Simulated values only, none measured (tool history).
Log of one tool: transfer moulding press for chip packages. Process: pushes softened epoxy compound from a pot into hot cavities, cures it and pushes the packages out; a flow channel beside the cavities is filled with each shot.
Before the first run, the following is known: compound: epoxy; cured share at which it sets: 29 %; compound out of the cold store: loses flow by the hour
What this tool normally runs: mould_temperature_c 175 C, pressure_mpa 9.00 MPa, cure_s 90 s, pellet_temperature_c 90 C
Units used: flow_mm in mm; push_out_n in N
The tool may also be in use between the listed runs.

run,day,mould_temperature_c,pressure_mpa,cure_s,pellet_temperature_c,incoming compound's hours out of the cold store,flow_mm,push_out_n
1,0.000,175,9.00,90,90,32.2,725,1103
# day 0.904: plunger's sealing rings changed
2,1.004,175,9.00,90,90,41.1,773,1119
# day 1.438: cavities cleaned with cleaning compound and waxed
3,1.725,175,9.00,90,90,8.1,883,1579
4,2.275,175,9.00,90,90,31.8,798,1457
5,3.162,175,9.00,90,90,31.7,787,1390
# day 3.525: cavities cleaned with cleaning compound and waxed, once more
6,4.154,180,9.00,90,90,13.1,839,600
7,4.654,180,8.14,90,90,43.4,704,679
8,5.567,180,8.14,90,90,14.6,785,815
9,6.167,180,8.14,90,90,18.7,765,868
10,6.858,171,9.00,90,90,19.9,825,1398
11,7.746,171,9.00,90,90,30.9,786,1442
# day 7.929: cavities cleaned with cleaning compound and waxed
12,8.567,170,9.00,90,90,10.2,858,1012
13,8.971,170,9.00,90,90,43.3,740,1054
14,9.350,176,9.00,90,90,22.0,795,867
15,10.217,175,7.52,111,90,38.4,676,739
16,11.142,170,7.52,104,96,14.1,754,1110
17,11.912,177,10.79,90,94,31.8,819,1015
# day 12.338: cavities cleaned with cleaning compound and waxed
# day 12.546: mould's thermocouples calibrated
18,12.746,168,7.25,90,97,42.2,665,1015
19,13.192,171,10.48,113,91,21.1,863,653
20,13.829,177,9.00,113,80,45.1,705,664
21,14.275,177,9.00,72,80,44.2,701,1406
22,14.708,177,9.00,72,80,38.6,724,1521
23,15.512,177,9.00,72,80,40.3,706,1611
24,15.896,182,8.38,85,87,17.8,740,952
# day 16.842: cavities cleaned with cleaning compound and waxed
25,16.900,182,8.38,85,87,38.2,673,454
26,17.825,182,8.38,85,87,38.5,667,647
27,18.438,178,7.86,120,95,25.3,690,650
# day 18.875: plunger's sealing rings changed
28,18.996,170,8.85,84,95,14.8,861,1653

4 ways to go on from here, each from the tool as it stands after run 28. What would each give?
A,19.642,181,9.98,90,90,22.1,?,?
B,19.642,170,9.70,71,80,40.9,?,?
C,19.642,181,10.35,90,92,35.9,?,?
D,19.642,175,7.07,90,90,23.7,?,?

run,flow_mm,push_out_n
A,852,832
B,820,2411
C,823,874
D,733,1128
The same runs, with their run-to-run variation unchanged, on a tool lacking any hidden condition would have given:
run,flow_mm,push_out_n
A,860,430
B,828,1259
C,830,457
D,740,591

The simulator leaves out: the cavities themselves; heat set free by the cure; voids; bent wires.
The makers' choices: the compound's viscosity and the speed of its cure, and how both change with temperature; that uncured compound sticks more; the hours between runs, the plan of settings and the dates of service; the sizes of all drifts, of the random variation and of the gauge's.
